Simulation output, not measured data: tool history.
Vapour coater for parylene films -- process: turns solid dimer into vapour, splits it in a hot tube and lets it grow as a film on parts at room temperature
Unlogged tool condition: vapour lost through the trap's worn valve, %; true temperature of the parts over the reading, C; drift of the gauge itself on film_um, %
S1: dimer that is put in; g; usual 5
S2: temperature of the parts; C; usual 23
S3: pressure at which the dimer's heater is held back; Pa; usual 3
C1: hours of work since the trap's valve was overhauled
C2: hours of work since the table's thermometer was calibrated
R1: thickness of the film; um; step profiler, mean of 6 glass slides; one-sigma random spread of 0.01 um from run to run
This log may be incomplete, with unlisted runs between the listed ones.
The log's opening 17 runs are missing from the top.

run 18 hour=678.3 | S1=5 S2=23 S3=3 | C1=295 C2=576 | R1=1.16
run 19 hour=718.4 | S1=5 S2=23 S3=3 | C1=312 C2=594 | R1=1.14
run 20 hour=773.4 | S1=5 S2=19 S3=3 | C1=336 C2=617 | R1=1.39
run 21 hour=824.3 | S1=4 S2=25 S3=3.17 | C1=358 C2=640 | R1=0.83
-- hour=858.7 trap's valve overhauled
run 22 hour=869.4 | S1=3 S2=26 S3=11.61 | C1=5 C2=657 | R1=0.53
run 23 hour=905.6 | S1=4 S2=26 S3=10.67 | C1=20 C2=673 | R1=0.73
run 24 hour=934.8 | S1=4 S2=26 S3=2.69 | C1=33 C2=686 | R1=0.87
run 25 hour=963 | S1=4 S2=26 S3=2.69 | C1=45 C2=698 | R1=0.85
run 26 hour=1016.7 | S1=3 S2=33 S3=8.91 | C1=69 C2=721 | R1=0.4
run 27 hour=1045.5 | S1=4 S2=23 S3=2.89 | C1=81 C2=734 | R1=0.95
run 28 hour=1100.7 | S1=2 S2=34 S3=6.63 | C1=105 C2=758 | R1=0.26
run 29 hour=1138.8 | S1=5 S2=22 S3=4.91 | C1=122 C2=774 | R1=1.18
run 30 hour=1177.5 | S1=5 S2=22 S3=4.91 | C1=138 C2=791 | R1=1.17
run 31 hour=1228.7 | S1=5 S2=22 S3=4.91 | C1=161 C2=813 | R1=1.18
run 32 hour=1270.8 | S1=5 S2=22 S3=4.91 | C1=179 C2=832 | R1=1.16
run 33 hour=1300.7 | S1=5 S2=22 S3=10.62 | C1=192 C2=845 | R1=1.04
run 34 hour=1345.9 | S1=6 S2=20 S3=10.62 | C1=212 C2=864 | R1=1.38
run 35 hour=1374.1 | S1=2 S2=23 S3=4.91 | C1=224 C2=877 | R1=0.45

Alternative continuations, all from the tool just after run 35; predict every row:
run A hour=1412.7 | S1=5 S2=25 S3=11.16 | C1=241 C2=893 | R1=?
run B hour=1412.7 | S1=5 S2=23 S3=5.45 | C1=241 C2=893 | R1=?
run C hour=1412.7 | S1=5 S2=24 S3=2.77 | C1=241 C2=893 | R1=?
run D hour=1412.7 | S1=7 S2=23 S3=4.91 | C1=241 C2=893 | R1=?

run=A R1=0.9
run=B R1=1.07
run=C R1=1.11
run=D R1=1.5
The same runs, with their run-to-run variation unchanged, on a tool lacking any hidden condition would have given:
run=A R1=0.98
run=B R1=1.17
run=C R1=1.21
run=D R1=1.64
